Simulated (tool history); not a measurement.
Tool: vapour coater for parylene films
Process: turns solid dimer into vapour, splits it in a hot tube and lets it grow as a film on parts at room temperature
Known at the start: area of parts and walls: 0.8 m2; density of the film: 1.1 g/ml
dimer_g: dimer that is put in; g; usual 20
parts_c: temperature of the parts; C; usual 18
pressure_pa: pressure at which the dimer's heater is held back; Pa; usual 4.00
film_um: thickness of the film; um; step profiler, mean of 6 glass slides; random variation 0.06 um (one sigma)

Run 1, hour 0.0: usual settings. Result: film_um 16.14 um.
Run 2, hour 48.8: usual settings. Result: film_um 16.19 um.
Run 3, hour 107.6: usual settings. Result: film_um 16.05 um.
Run 4, hour 165.3: usual settings but pressure_pa 5.33 Pa. Result: film_um 15.50 um.
Run 5, hour 202.1: usual settings but pressure_pa 5.33 Pa. Result: film_um 15.36 um.
Run 6, hour 235.6: usual settings but pressure_pa 5.33 Pa. Result: film_um 15.47 um.
Run 7, hour 295.1: usual settings but pressure_pa 5.33 Pa. Result: film_um 15.46 um.
Run 8, hour 348.9: usual settings but parts_c 13 C, pressure_pa 5.33 Pa. Result: film_um 17.96 um.
Run 9, hour 407.5: usual settings but parts_c 13 C, pressure_pa 5.33 Pa. Result: film_um 18.03 um.
Run 10, hour 447.2: usual settings but pressure_pa 8.97 Pa. Result: film_um 14.37 um.
Run 11, hour 477.0: usual settings but pressure_pa 2.90 Pa. Result: film_um 16.85 um.
At hour 512.4: trap's valve overhauled.
Run 12, hour 538.4: usual settings but pressure_pa 2.90 Pa. Result: film_um 16.82 um.
Run 13, hour 604.2: usual settings but parts_c 20 C. Result: film_um 15.16 um.
Run 14, hour 670.0: usual settings but parts_c 20 C. Result: film_um 15.21 um.
Run 15, hour 726.6: usual settings but parts_c 20 C. Result: film_um 15.17 um.
At hour 743.7: table's thermometer calibrated.
Run 16, hour 789.7: usual settings but pressure_pa 2.72 Pa. Result: film_um 17.06 um.
Run 17, hour 842.3: usual settings but pressure_pa 2.72 Pa. Result: film_um 16.95 um.
Run 18, hour 900.5: usual settings but parts_c 24 C, pressure_pa 2.72 Pa. Result: film_um 14.13 um.
Run 19, hour 941.9: usual settings but parts_c 24 C, pressure_pa 2.72 Pa. Result: film_um 14.17 um.
Run 20, hour 988.8: usual settings but dimer_g 15 g. Result: film_um 12.10 um.
Run 21, hour 1021.4: usual settings but dimer_g 24 g, parts_c 23 C, pressure_pa 2.12 Pa. Result: film_um 18.17 um.
Run 22, hour 1055.6: usual settings but dimer_g 11 g. Result: film_um 8.88 um.
Run 23, hour 1102.6: usual settings but pressure_pa 2.90 Pa. Result: film_um 16.82 um.
Run 24, hour 1152.8: usual settings but pressure_pa 2.90 Pa. Result: film_um 16.74 um.
Run 25, hour 1214.7: usual settings but dimer_g 14 g, parts_c 15 C, pressure_pa 6.40 Pa. Result: film_um 11.58 um.
Run 26, hour 1275.0: usual settings but dimer_g 14 g, parts_c 15 C, pressure_pa 6.40 Pa. Result: film_um 11.59 um.
At hour 1283.8: trap's valve overhauled.
Run 27, hour 1313.0: usual settings but dimer_g 14 g, parts_c 15 C, pressure_pa 6.40 Pa. Result: film_um 11.59 um.
Run 28, hour 1363.7: usual settings but parts_c 11 C, pressure_pa 6.67 Pa. Result: film_um 18.66 um.
Run 29, hour 1412.7: usual settings but parts_c 11 C, pressure_pa 5.14 Pa. Result: film_um 19.25 um.
Run 30, hour 1441.7: usual settings but dimer_g 14 g, parts_c 23 C, pressure_pa 8.86 Pa. Result: film_um 8.61 um.
Run 31, hour 1506.8: usual settings but dimer_g 14 g, parts_c 27 C, pressure_pa 9.21 Pa. Result: film_um 7.54 um.
Run 32, hour 1540.4: usual settings but dimer_g 14 g, parts_c 27 C, pressure_pa 9.72 Pa. Result: film_um 7.49 um.
Run 33, hour 1604.7: usual settings but dimer_g 19 g, parts_c 24 C, pressure_pa 6.01 Pa. Result: film_um 12.00 um.

Forecast each of these 4 alternatives for the next run:
Run A, hour 1638.0: usual settings but dimer_g 19 g. Result: film_um ?.
Run B, hour 1638.0: usual settings but dimer_g 19 g, parts_c 30 C, pressure_pa 6.01 Pa. Result: film_um ?.
Run C, hour 1638.0: usual settings but parts_c 24 C, pressure_pa 6.01 Pa. Result: film_um ?.
Run D, hour 1638.0: usual settings but dimer_g 16 g, parts_c 13 C. Result: film_um ?.

run  film_um
  A    15.29
  B     9.97
  C    12.55
  D    15.07
Without the tool's hidden state the same runs would have given:
run  film_um
  A    15.29
  B     9.97
  C    12.55
  D    15.07
